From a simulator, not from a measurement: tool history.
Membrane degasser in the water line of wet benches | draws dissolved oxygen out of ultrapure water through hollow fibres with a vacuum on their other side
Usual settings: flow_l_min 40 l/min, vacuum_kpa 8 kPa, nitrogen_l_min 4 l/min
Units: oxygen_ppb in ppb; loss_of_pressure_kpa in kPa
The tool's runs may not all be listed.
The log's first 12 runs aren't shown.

| run | day | flow_l_min | vacuum_kpa | nitrogen_l_min | hours since the membrane was changed | hours since the vacuum gauge was calibrated | hours since the vacuum lines were made tight | oxygen_ppb | loss_of_pressure_kpa |
|---|---|---|---|---|---|---|---|---|---|
| 13 | 33.208 | 61 | 8 | 4 | 3163 | 2842 | 1618 | 247.5 | 57.31 |
| 14 | 35.267 | 40 | 10.75 | 4 | 3213 | 2891 | 1667 | 193.9 | 37.36 |
| 15 | 39.421 | 40 | 8 | 2.9 | 3312 | 2991 | 1767 | 171.8 | 37.87 |
| 16 | 42.65 | 40 | 8 | 10.23 | 3390 | 3068 | 1844 | 65.3 | 37.55 |
| 17 | 45.154 | 43 | 8 | 4.94 | 3450 | 3128 | 1905 | 126.9 | 40.27 |
|  | 45.412 | vacuum gauge calibrated |
| 18 | 47.375 | 37 | 13.09 | 3.25 | 3503 | 47 | 1957 | 278.9 | 34.85 |
| 19 | 49.404 | 29 | 5.17 | 4.89 | 3551 | 96 | 2006 | 37 | 27.09 |
| 20 | 53.462 | 29 | 13.28 | 5.6 | 3649 | 193 | 2103 | 132.6 | 27.08 |
| 21 | 56.521 | 36 | 11.95 | 4 | 3722 | 267 | 2177 | 203.9 | 33.68 |
| 22 | 60.025 | 53 | 9.05 | 8.11 | 3806 | 351 | 2261 | 147.5 | 49.73 |
|  | 60.629 | vacuum gauge calibrated, once more |
| 23 | 62.45 | 39 | 13.54 | 4 | 3864 | 44 | 2319 | 246.8 | 36.83 |
| 24 | 65.058 | 63 | 12.17 | 2.95 | 3927 | 106 | 2381 | 491.8 | 59.5 |
| 25 | 67.046 | 40 | 5.41 | 10.34 | 3974 | 154 | 2429 | 40.9 | 37.82 |
| 26 | 68.929 | 43 | 8 | 3.32 | 4019 | 199 | 2474 | 167.1 | 40.41 |
| 27 | 73.254 | 43 | 8 | 3.32 | 4123 | 303 | 2578 | 171.1 | 40.62 |
| 28 | 76.9 | 46 | 6.59 | 7.03 | 4211 | 390 | 2665 | 87.2 | 43.4 |
| 29 | 79.521 | 24 | 15.63 | 4.22 | 4274 | 453 | 2728 | 171.2 | 22.59 |
| 30 | 82.996 | 24 | 15.63 | 4.22 | 4357 | 537 | 2812 | 171.5 | 22.34 |
| 31 | 86.854 | 24 | 15.63 | 4.22 | 4450 | 629 | 2904 | 173 | 22.46 |
| 32 | 90.85 | 24 | 8.36 | 11.46 | 4546 | 725 | 3000 | 28.5 | 22.88 |

Forecast each of these 4 alternatives for the next run:
| A | 93.525 | 32 | 8 | 4 | 4610 | 790 | 3064 | ? | ? |
| B | 93.525 | 43 | 9.53 | 2.47 | 4610 | 790 | 3064 | ? | ? |
| C | 93.525 | 35 | 11.11 | 1.89 | 4610 | 790 | 3064 | ? | ? |
| D | 93.525 | 51 | 9.7 | 2.97 | 4610 | 790 | 3064 | ? | ? |

| run | oxygen_ppb | loss_of_pressure_kpa |
|---|---|---|
| A | 101.2 | 30.03 |
| B | 272.8 | 40.86 |
| C | 333.5 | 33.08 |
| D | 294.1 | 48.18 |
Without the tool's hidden state the same runs would have given:
| run | oxygen_ppb | loss_of_pressure_kpa |
|---|---|---|
| A | 97.7 | 29.21 |
| B | 265.1 | 39.75 |
| C | 327.1 | 32.18 |
| D | 284.1 | 46.86 |
